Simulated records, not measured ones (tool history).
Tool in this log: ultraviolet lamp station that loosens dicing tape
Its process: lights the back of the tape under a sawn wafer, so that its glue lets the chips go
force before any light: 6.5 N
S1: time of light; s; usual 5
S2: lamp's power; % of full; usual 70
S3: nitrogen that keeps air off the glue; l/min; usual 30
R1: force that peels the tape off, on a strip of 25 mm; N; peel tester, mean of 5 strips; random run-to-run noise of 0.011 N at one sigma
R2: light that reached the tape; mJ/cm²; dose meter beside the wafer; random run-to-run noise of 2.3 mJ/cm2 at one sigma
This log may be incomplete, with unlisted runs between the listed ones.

{"run": 1, "hour": 0.0, "S1": 5, "S2": 70, "S3": 30, "R1": 0.478, "R2": 246}
{"run": 2, "hour": 9.8, "S1": 5, "S2": 70, "S3": 30, "R1": 0.477, "R2": 244}
{"run": 3, "hour": 18.0, "S1": 5, "S2": 70, "S3": 30, "R1": 0.469, "R2": 243}
{"run": 4, "hour": 22.1, "S1": 5, "S2": 70, "S3": 30, "R1": 0.469, "R2": 245}
{"run": 5, "hour": 31.8, "S1": 5, "S2": 70, "S3": 30, "R1": 0.494, "R2": 247}
{"run": 6, "hour": 39.9, "S1": 9, "S2": 70, "S3": 30, "R1": 0.158, "R2": 442}
{"run": 7, "hour": 44.6, "S1": 9, "S2": 70, "S3": 30, "R1": 0.154, "R2": 449}
{"run": 8, "hour": 48.9, "S1": 9, "S2": 70, "S3": 30, "R1": 0.161, "R2": 441}
{"run": 9, "hour": 57.6, "S1": 9, "S2": 70, "S3": 30, "R1": 0.152, "R2": 433}
{"run": 10, "hour": 65.4, "S1": 9, "S2": 70, "S3": 30, "R1": 0.16, "R2": 442}
{"run": 11, "hour": 72.5, "S1": 9, "S2": 70, "S3": 30, "R1": 0.166, "R2": 438}
{"run": 12, "hour": 78.0, "S1": 9, "S2": 70, "S3": 30, "R1": 0.168, "R2": 445}
{"run": 13, "hour": 85.6, "S1": 5, "S2": 70, "S3": 18, "R1": 0.72, "R2": 242}
{"run": 14, "hour": 93.2, "S1": 5, "S2": 70, "S3": 18, "R1": 0.692, "R2": 242}
{"run": 15, "hour": 97.5, "S1": 5, "S2": 70, "S3": 30, "R1": 0.462, "R2": 244}
{"run": 16, "hour": 107.4, "S1": 5, "S2": 70, "S3": 30, "R1": 0.481, "R2": 245}
{"run": 17, "hour": 113.6, "S1": 5, "S2": 70, "S3": 30, "R1": 0.456, "R2": 244}
{"run": 18, "hour": 117.6, "S1": 5, "S2": 70, "S3": 30, "R1": 0.474, "R2": 242}
{"run": 19, "hour": 122.7, "S1": 5, "S2": 70, "S3": 30, "R1": 0.472, "R2": 247}
{"run": 20, "hour": 131.5, "S1": 5, "S2": 70, "S3": 12, "R1": 0.953, "R2": 245}
{"run": 21, "hour": 137.5, "S1": 5, "S2": 70, "S3": 30, "R1": 0.456, "R2": 245}
{"run": 22, "hour": 143.4, "S1": 5, "S2": 70, "S3": 30, "R1": 0.47, "R2": 246}
{"run": 23, "hour": 148.3, "S1": 3, "S2": 76, "S3": 30, "R1": 1.054, "R2": 158}
{"run": 24, "hour": 156.6, "S1": 4, "S2": 95, "S3": 13, "R1": 0.829, "R2": 264}
{"run": 25, "hour": 162.6, "S1": 5, "S2": 74, "S3": 18, "R1": 0.64, "R2": 256}
{"run": 26, "hour": 168.8, "S1": 5, "S2": 77, "S3": 32, "R1": 0.37, "R2": 264}
{"run": 27, "hour": 177.5, "S1": 4, "S2": 92, "S3": 48, "R1": 0.298, "R2": 255}
{"run": 28, "hour": 183.2, "S1": 3, "S2": 60, "S3": 16, "R1": 2.102, "R2": 131}
{"run": 29, "hour": 191.1, "S1": 4, "S2": 95, "S3": 27, "R1": 0.445, "R2": 267}
{"run": 30, "hour": 199.9, "S1": 4, "S2": 95, "S3": 27, "R1": 0.404, "R2": 261}
{"run": 31, "hour": 208.7, "S1": 4, "S2": 95, "S3": 27, "R1": 0.436, "R2": 264}
{"run": 32, "hour": 213.2, "S1": 4, "S2": 95, "S3": 27, "R1": 0.424, "R2": 268}
{"run": 33, "hour": 222.0, "S1": 3, "S2": 95, "S3": 12, "R1": 1.346, "R2": 199}
{"run": 34, "hour": 228.0, "S1": 5, "S2": 78, "S3": 12, "R1": 0.797, "R2": 271}
{"run": 35, "hour": 235.1, "S1": 4, "S2": 94, "S3": 30, "R1": 0.397, "R2": 264}
{"run": 36, "hour": 240.7, "S1": 4, "S2": 94, "S3": 30, "R1": 0.411, "R2": 261}
{"run": 37, "hour": 250.6, "S1": 3, "S2": 74, "S3": 12, "R1": 1.919, "R2": 153}
{"run": 38, "hour": 258.3, "S1": 3, "S2": 74, "S3": 12, "R1": 1.879, "R2": 158}

Expected results for the next run?
{"run": 39, "hour": 264.4, "S1": 8, "S2": 94, "S3": 19, "R1": "?", "R2": "?"}

R1: 0.173 N
R2: 527 mJ/cm²
Were there no unlogged condition in the tool, this run, its random variation unchanged, would have produced R1 0.173 N, R2 528 mJ/cm².

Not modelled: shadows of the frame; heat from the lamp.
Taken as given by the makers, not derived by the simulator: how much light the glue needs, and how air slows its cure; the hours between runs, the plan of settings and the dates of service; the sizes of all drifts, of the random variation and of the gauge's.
